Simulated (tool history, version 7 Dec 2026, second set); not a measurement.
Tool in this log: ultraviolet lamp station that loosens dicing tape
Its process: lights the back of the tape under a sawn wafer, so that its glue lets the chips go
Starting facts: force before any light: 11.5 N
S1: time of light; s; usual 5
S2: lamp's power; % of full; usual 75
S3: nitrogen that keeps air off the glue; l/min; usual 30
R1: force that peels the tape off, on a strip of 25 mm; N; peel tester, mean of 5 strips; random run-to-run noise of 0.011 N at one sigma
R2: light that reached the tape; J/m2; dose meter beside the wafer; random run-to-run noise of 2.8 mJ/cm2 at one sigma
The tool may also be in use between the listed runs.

run 1 hour=0 | S1=5 S2=75 S3=30 | R1=0.88 R2=3200
run 2 hour=26.3 | S1=5 S2=75 S3=30 | R1=0.893 R2=3180
run 3 hour=57.9 | S1=5 S2=75 S3=30 | R1=0.921 R2=3020
run 4 hour=82.6 | S1=5 S2=75 S3=30 | R1=0.922 R2=3080
run 5 hour=114.7 | S1=5 S2=75 S3=30 | R1=0.957 R2=3060
run 6 hour=168 | S1=5 S2=75 S3=30 | R1=0.968 R2=3000
run 7 hour=223.1 | S1=5 S2=75 S3=30 | R1=1.04 R2=2920
run 8 hour=256.2 | S1=5 S2=75 S3=30 | R1=1.063 R2=2910
run 9 hour=305.9 | S1=5 S2=75 S3=30 | R1=1.08 R2=2860
run 10 hour=333 | S1=5 S2=75 S3=30 | R1=1.069 R2=2830
run 11 hour=367.7 | S1=5 S2=75 S3=30 | R1=1.146 R2=2810
run 12 hour=414.2 | S1=5 S2=75 S3=30 | R1=1.169 R2=2720
run 13 hour=460.9 | S1=5 S2=75 S3=25 | R1=1.405 R2=2720
run 14 hour=514.8 | S1=5 S2=63 S3=30 | R1=1.763 R2=2220
run 15 hour=571.5 | S1=5 S2=63 S3=30 | R1=1.82 R2=2180
run 16 hour=605.4 | S1=5 S2=63 S3=30 | R1=1.902 R2=2150
-- hour=611.8 lamp changed
run 17 hour=643.2 | S1=5 S2=75 S3=30 | R1=0.64 R2=3650
run 18 hour=685.9 | S1=5 S2=76 S3=30 | R1=0.605 R2=3600
run 19 hour=715.6 | S1=7 S2=76 S3=30 | R1=0.277 R2=5070
run 20 hour=772.3 | S1=7 S2=76 S3=30 | R1=0.284 R2=4960
run 21 hour=802.4 | S1=5 S2=75 S3=32 | R1=0.664 R2=3430
run 22 hour=827.6 | S1=5 S2=75 S3=32 | R1=0.678 R2=3380
run 23 hour=882.2 | S1=5 S2=75 S3=32 | R1=0.718 R2=3320
run 24 hour=931.3 | S1=5 S2=92 S3=51 | R1=0.285 R2=4050
-- hour=934.7 window cleaned of glue's vapour
run 25 hour=985.6 | S1=5 S2=99 S3=57 | R1=0.252 R2=4140
run 26 hour=1023.9 | S1=9 S2=99 S3=13 | R1=0.26 R2=7340
run 27 hour=1048.9 | S1=2 S2=71 S3=29 | R1=4.329 R2=1180
run 28 hour=1098.5 | S1=5 S2=75 S3=30 | R1=0.975 R2=3040
run 29 hour=1144.8 | S1=5 S2=81 S3=37 | R1=0.649 R2=3200
-- hour=1180.4 window cleaned of glue's vapour, once more
run 30 hour=1192.3 | S1=2 S2=88 S3=17 | R1=3.868 R2=1620
run 31 hour=1215.9 | S1=3 S2=72 S3=30 | R1=2.188 R2=1990
run 32 hour=1249.4 | S1=3 S2=86 S3=30 | R1=1.651 R2=2330
run 33 hour=1295.5 | S1=3 S2=86 S3=30 | R1=1.702 R2=2300
run 34 hour=1321.1 | S1=8 S2=86 S3=30 | R1=0.196 R2=6080
run 35 hour=1354.8 | S1=3 S2=82 S3=9 | R1=3.797 R2=2110
run 36 hour=1379.8 | S1=8 S2=96 S3=35 | R1=0.153 R2=6690
run 37 hour=1417.7 | S1=2 S2=64 S3=35 | R1=4.334 R2=1110
run 38 hour=1451.4 | S1=5 S2=88 S3=13 | R1=1.285 R2=3730
run 39 hour=1507.8 | S1=3 S2=70 S3=13 | R1=4.07 R2=1740
run 40 hour=1545.9 | S1=4 S2=70 S3=29 | R1=1.678 R2=2310
run 41 hour=1583.9 | S1=3 S2=73 S3=9 | R1=4.557 R2=1740
run 42 hour=1615.8 | S1=8 S2=91 S3=26 | R1=0.228 R2=5840

Consider 3 possible next runs. They are alternatives, not a sequence: every one starts from the tool as it was left by run 42. What does each give?
run A hour=1650 | S1=5 S2=77 S3=22 | R1=? R2=?
run B hour=1650 | S1=4 S2=75 S3=30 | R1=? R2=?
run C hour=1650 | S1=8 S2=91 S3=10 | R1=? R2=?

run=A R1=1.245 R2=3080
run=B R1=1.521 R2=2410
run=C R1=0.613 R2=5790
With the hidden condition removed and each run's random variation left untouched, the same runs would have given:
run=A R1=0.655 R2=4070
run=B R1=0.846 R2=3180
run=C R1=0.305 R2=7660
